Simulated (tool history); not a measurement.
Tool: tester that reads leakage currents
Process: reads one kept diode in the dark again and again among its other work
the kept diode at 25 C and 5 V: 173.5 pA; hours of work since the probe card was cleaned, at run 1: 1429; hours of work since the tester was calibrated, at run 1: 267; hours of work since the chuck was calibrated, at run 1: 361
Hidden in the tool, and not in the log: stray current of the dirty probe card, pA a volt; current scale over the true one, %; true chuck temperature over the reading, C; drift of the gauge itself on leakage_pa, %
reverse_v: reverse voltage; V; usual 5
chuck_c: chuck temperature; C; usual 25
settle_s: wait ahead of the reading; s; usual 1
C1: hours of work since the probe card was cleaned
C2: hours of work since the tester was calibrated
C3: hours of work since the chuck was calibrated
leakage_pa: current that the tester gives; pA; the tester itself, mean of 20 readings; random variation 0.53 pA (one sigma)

{"run": 1, "hour": 0.0, "reverse_v": 5, "chuck_c": 25, "settle_s": 1, "C1": 1429, "C2": 267, "C3": 361, "leakage_pa": 180.09}
{"run": 2, "hour": 148.1, "reverse_v": 6.53, "chuck_c": 25, "settle_s": 1, "C1": 1528, "C2": 366, "C3": 460, "leakage_pa": 204.64}
{"run": 3, "hour": 265.5, "reverse_v": 6.53, "chuck_c": 25, "settle_s": 1, "C1": 1607, "C2": 444, "C3": 538, "leakage_pa": 205.18}
{"run": 4, "hour": 349.5, "reverse_v": 6.53, "chuck_c": 51, "settle_s": 1, "C1": 1663, "C2": 501, "C3": 595, "leakage_pa": 1277.19}
{"run": 5, "hour": 456.9, "reverse_v": 6.53, "chuck_c": 58, "settle_s": 1, "C1": 1735, "C2": 573, "C3": 667, "leakage_pa": 2011.51}
{"run": 6, "hour": 573.1, "reverse_v": 6.53, "chuck_c": 58, "settle_s": 1, "C1": 1813, "C2": 650, "C3": 744, "leakage_pa": 2015.06}
{"run": 7, "hour": 668.3, "reverse_v": 11.3, "chuck_c": 58, "settle_s": 1, "C1": 1877, "C2": 714, "C3": 808, "leakage_pa": 2578.51}
{"run": 8, "hour": 785.5, "reverse_v": 11.3, "chuck_c": 58, "settle_s": 1, "C1": 1955, "C2": 793, "C3": 887, "leakage_pa": 2591.22}
{"run": 9, "hour": 875.7, "reverse_v": 11.3, "chuck_c": 43, "settle_s": 1, "C1": 2016, "C2": 853, "C3": 947, "leakage_pa": 973.91}
{"run": 10, "hour": 1000.1, "reverse_v": 5, "chuck_c": 38, "settle_s": 1, "C1": 2099, "C2": 936, "C3": 1030, "leakage_pa": 478.1}
{"run": 11, "hour": 1115.6, "reverse_v": 5, "chuck_c": 58, "settle_s": 1, "C1": 2176, "C2": 1014, "C3": 1108, "leakage_pa": 1822.14}
{"run": 12, "hour": 1193.0, "reverse_v": 4.26, "chuck_c": 25, "settle_s": 1, "C1": 2228, "C2": 1066, "C3": 1160, "leakage_pa": 173.35}
{"run": 13, "hour": 1354.1, "reverse_v": 3.54, "chuck_c": 25, "settle_s": 1, "C1": 2336, "C2": 1173, "C3": 1267, "leakage_pa": 159.78}
{"hour": 1369.1, "done": "chuck's temperature calibrated"}
{"run": 14, "hour": 1426.6, "reverse_v": 5, "chuck_c": 25, "settle_s": 0.48, "C1": 2383, "C2": 1221, "C3": 39, "leakage_pa": 197.03}
{"run": 15, "hour": 1576.4, "reverse_v": 5, "chuck_c": 25, "settle_s": 1, "C1": 2484, "C2": 1321, "C3": 139, "leakage_pa": 195.26}
{"run": 16, "hour": 1697.5, "reverse_v": 5, "chuck_c": 49, "settle_s": 1.37, "C1": 2565, "C2": 1402, "C3": 220, "leakage_pa": 1062.04}
{"hour": 1772.3, "done": "chuck's temperature calibrated, once more"}
{"run": 17, "hour": 1836.1, "reverse_v": 5, "chuck_c": 49, "settle_s": 1.37, "C1": 2656, "C2": 1494, "C3": 43, "leakage_pa": 975.19}
{"hour": 1923.9, "done": "probe card cleaned and baked"}
{"run": 18, "hour": 1958.3, "reverse_v": 1.29, "chuck_c": 25, "settle_s": 1, "C1": 23, "C2": 1573, "C3": 123, "leakage_pa": 94.81}
{"run": 19, "hour": 2101.4, "reverse_v": 15.5, "chuck_c": 30, "settle_s": 2.04, "C1": 119, "C2": 1669, "C3": 218, "leakage_pa": 423.59}
{"run": 20, "hour": 2199.0, "reverse_v": 12.85, "chuck_c": 25, "settle_s": 8.89, "C1": 184, "C2": 1735, "C3": 284, "leakage_pa": 266.67}
{"run": 21, "hour": 2268.0, "reverse_v": 8.7, "chuck_c": 22, "settle_s": 1, "C1": 230, "C2": 1781, "C3": 330, "leakage_pa": 179.32}
{"run": 22, "hour": 2369.2, "reverse_v": 8.7, "chuck_c": 22, "settle_s": 1, "C1": 298, "C2": 1849, "C3": 398, "leakage_pa": 180.22}
{"run": 23, "hour": 2454.6, "reverse_v": 9.49, "chuck_c": 30, "settle_s": 1, "C1": 355, "C2": 1906, "C3": 455, "leakage_pa": 345.04}
{"run": 24, "hour": 2540.8, "reverse_v": 9.49, "chuck_c": 30, "settle_s": 1, "C1": 413, "C2": 1964, "C3": 513, "leakage_pa": 346.17}
{"run": 25, "hour": 2626.4, "reverse_v": 9.49, "chuck_c": 30, "settle_s": 1, "C1": 470, "C2": 2021, "C3": 570, "leakage_pa": 348.14}
{"run": 26, "hour": 2701.3, "reverse_v": 1.59, "chuck_c": 54, "settle_s": 4.81, "C1": 521, "C2": 2071, "C3": 620, "leakage_pa": 817.13}
{"run": 27, "hour": 2835.3, "reverse_v": 1.59, "chuck_c": 54, "settle_s": 4.81, "C1": 610, "C2": 2161, "C3": 710, "leakage_pa": 822.2}
{"hour": 2892.9, "done": "tester calibrated"}
{"run": 28, "hour": 2982.6, "reverse_v": 8.98, "chuck_c": 35, "settle_s": 1.24, "C1": 708, "C2": 60, "C3": 807, "leakage_pa": 495.61}
{"run": 29, "hour": 3120.9, "reverse_v": 1.39, "chuck_c": 25, "settle_s": 1, "C1": 800, "C2": 153, "C3": 900, "leakage_pa": 102.84}

How the hidden state differs across the entries between the runs, from the last listed run before each to the first after it:
Between runs 13 and 14: chuck's temperature calibrated (hour 1369.1)
  stray current of the dirty probe card, pA a volt: 0.536 -> 0.547; current scale over the true one, %: -0.81 -> -0.84; true chuck temperature over the reading, C: 0.78 -> 1.3
  measured less the result without the state, leakage_pa: +9.73 -> +19.32 pA
Between runs 16 and 17: chuck's temperature calibrated, once more (hour 1772.3)
  stray current of the dirty probe card, pA a volt: 0.587 -> 0.607; current scale over the true one, %: -0.97 -> -1.04; true chuck temperature over the reading, C: 1.41 -> 0.04
  measured less the result without the state, leakage_pa: +87.37 -> -4.95 pA
Between runs 17 and 18: probe card cleaned and baked (hour 1923.9)
  stray current of the dirty probe card, pA a volt: 0.607 -> 0.031; current scale over the true one, %: -1.04 -> -1.11; true chuck temperature over the reading, C: 0.04 -> 0.08
  measured less the result without the state, leakage_pa: -4.95 -> -0.42 pA
Between runs 27 and 28: tester calibrated (hour 2892.9)
  stray current of the dirty probe card, pA a volt: 0.16 -> 0.18; current scale over the true one, %: -1.56 -> 0.04; true chuck temperature over the reading, C: 0.43 -> 0.49
  measured less the result without the state, leakage_pa: +10.25 -> +18.9 pA

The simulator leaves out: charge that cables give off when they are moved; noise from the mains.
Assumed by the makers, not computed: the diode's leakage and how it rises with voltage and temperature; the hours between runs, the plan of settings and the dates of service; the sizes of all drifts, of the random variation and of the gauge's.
